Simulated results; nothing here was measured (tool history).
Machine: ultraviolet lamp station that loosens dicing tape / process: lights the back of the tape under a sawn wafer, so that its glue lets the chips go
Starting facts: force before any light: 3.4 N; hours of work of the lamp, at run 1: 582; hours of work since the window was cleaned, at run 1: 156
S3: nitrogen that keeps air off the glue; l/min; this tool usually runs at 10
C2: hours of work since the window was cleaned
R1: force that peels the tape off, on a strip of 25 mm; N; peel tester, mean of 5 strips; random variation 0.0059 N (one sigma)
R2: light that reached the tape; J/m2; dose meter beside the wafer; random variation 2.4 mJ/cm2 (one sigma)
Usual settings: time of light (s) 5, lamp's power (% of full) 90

Run 1, hour 0.0: usual settings; hours of work of the lamp 582; C2 156. Result: R1 0.153 N, R2 2510 J/m2.
Run 2, hour 59.3: usual settings; hours of work of the lamp 622; C2 196. Result: R1 0.147 N, R2 2540 J/m2.
At hour 100.6: window cleaned of glue's vapour.
Run 3, hour 101.0: usual settings; hours of work of the lamp 650; C2 0. Result: R1 0.160 N, R2 2540 J/m2.
Run 4, hour 129.1: usual settings; hours of work of the lamp 669; C2 19. Result: R1 0.151 N, R2 2550 J/m2.
Run 5, hour 196.6: usual settings but time of light (s) 3; hours of work of the lamp 715; C2 65. Result: R1 0.413 N, R2 1530 J/m2.
Run 6, hour 254.6: usual settings; hours of work of the lamp 754; C2 104. Result: R1 0.162 N, R2 2570 J/m2.
Run 7, hour 303.8: usual settings; hours of work of the lamp 787; C2 137. Result: R1 0.148 N, R2 2500 J/m2.
Run 8, hour 365.2: usual settings; hours of work of the lamp 829; C2 179. Result: R1 0.157 N, R2 2520 J/m2.
Run 9, hour 399.6: usual settings; hours of work of the lamp 852; C2 202. Result: R1 0.153 N, R2 2550 J/m2.
At hour 427.3: window cleaned of glue's vapour.
Run 10, hour 443.3: usual settings; hours of work of the lamp 881; C2 11. Result: R1 0.161 N, R2 2530 J/m2.
Run 11, hour 492.3: usual settings; hours of work of the lamp 914; C2 44. Result: R1 0.157 N, R2 2580 J/m2.
Run 12, hour 524.4: usual settings; hours of work of the lamp 936; C2 66. Result: R1 0.157 N, R2 2520 J/m2.
Run 13, hour 576.4: usual settings but S3 5 l/min; hours of work of the lamp 971; C2 101. Result: R1 0.229 N, R2 2540 J/m2.
Run 14, hour 622.3: usual settings but time of light (s) 6, lamp's power (% of full) 68, S3 5 l/min; hours of work of the lamp 1002; C2 132. Result: R1 0.295 N, R2 2320 J/m2.
Run 15, hour 674.7: usual settings but lamp's power (% of full) 86, S3 15 l/min; hours of work of the lamp 1038; C2 167. Result: R1 0.147 N, R2 2400 J/m2.
Run 16, hour 715.4: usual settings but S3 19 l/min; hours of work of the lamp 1065; C2 195. Result: R1 0.126 N, R2 2530 J/m2.
At hour 757.8: window cleaned of glue's vapour.
Run 17, hour 779.3: usual settings but S3 19 l/min; hours of work of the lamp 1108; C2 15. Result: R1 0.125 N, R2 2570 J/m2.
Run 18, hour 840.3: usual settings but lamp's power (% of full) 77; hours of work of the lamp 1149; C2 56. Result: R1 0.210 N, R2 2180 J/m2.
Run 19, hour 903.8: usual settings but time of light (s) 8, lamp's power (% of full) 80, S3 4 l/min; hours of work of the lamp 1192; C2 99. Result: R1 0.128 N, R2 3610 J/m2.

Consider 3 possible next runs. They are alternatives, not a sequence: every one starts from the tool as it was left by run 19. What does each give?
Run A, hour 932.5: usual settings but time of light (s) 2, lamp's power (% of full) 71, S3 4 l/min; hours of work of the lamp 1212; C2 118. Result: R1 ?, R2 ?.
Run B, hour 932.5: usual settings but S3 14 l/min; hours of work of the lamp 1212; C2 118. Result: R1 ?, R2 ?.
Run C, hour 932.5: usual settings but time of light (s) 4, lamp's power (% of full) 66, S3 5 l/min; hours of work of the lamp 1212; C2 118. Result: R1 ?, R2 ?.

run     R1    R2
  A  1.417   820
  B  0.136  2540
  C  0.620  1480
Without the tool's hidden state the same runs would have given:
run     R1    R2
  A  1.414   820
  B  0.136  2540
  C  0.618  1490

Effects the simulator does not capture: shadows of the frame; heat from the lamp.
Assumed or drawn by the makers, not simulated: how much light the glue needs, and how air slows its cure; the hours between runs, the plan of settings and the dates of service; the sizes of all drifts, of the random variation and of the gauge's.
